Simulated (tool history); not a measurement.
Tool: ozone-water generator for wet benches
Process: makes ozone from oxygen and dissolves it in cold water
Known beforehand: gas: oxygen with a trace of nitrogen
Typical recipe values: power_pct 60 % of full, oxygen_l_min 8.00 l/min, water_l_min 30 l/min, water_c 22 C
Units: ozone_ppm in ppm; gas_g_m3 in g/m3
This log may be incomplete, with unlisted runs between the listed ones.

run	day	power_pct	oxygen_l_min	water_l_min	water_c	ozone_ppm	gas_g_m3
1	0.000	60	8.00	30	22	14.5	179.8
2	8.433	60	8.00	30	22	14.4	180.7
3	13.054	60	8.00	30	22	14.5	181.2
4	17.121	60	8.00	30	22	14.5	181.5
5	25.250	60	8.00	30	28	13.0	182.3
6	29.396	68	8.00	30	22	15.5	196.8
7	37.688	68	4.18	30	22	15.4	285.5
8	42.212	68	4.18	30	22	15.3	287.6
9	46.321	94	4.56	47	14	12.8	343.3
10	53.192	79	7.50	47	27	10.7	227.1
11	56.783	70	5.98	22	24	20.8	235.1
12	64.996	70	5.98	22	24	20.6	236.1
13	73.321	75	5.98	19	19	26.6	247.0
14	79.408	69	4.89	30	15	17.0	260.8
15	85.929	86	4.89	30	15	19.8	304.9

Consider 4 possible next runs. They are alternatives, not a sequence: every one starts from the tool as it was left by run 15. What does each give?
A	89.725	76	4.89	30	15	?	?
B	89.725	60	13.97	30	18	?	?
C	89.725	99	5.86	30	28	?	?
D	89.725	46	8.00	24	22	?	?

run	ozone_ppm	gas_g_m3
A	18.3	279.4
B	14.3	129.3
C	18.8	301.4
D	14.3	147.6
The same runs, with their run-to-run variation unchanged, on a tool lacking any hidden condition would have given:
run	ozone_ppm	gas_g_m3
A	18.3	286.7
B	14.3	132.7
C	18.9	309.4
D	14.3	151.4
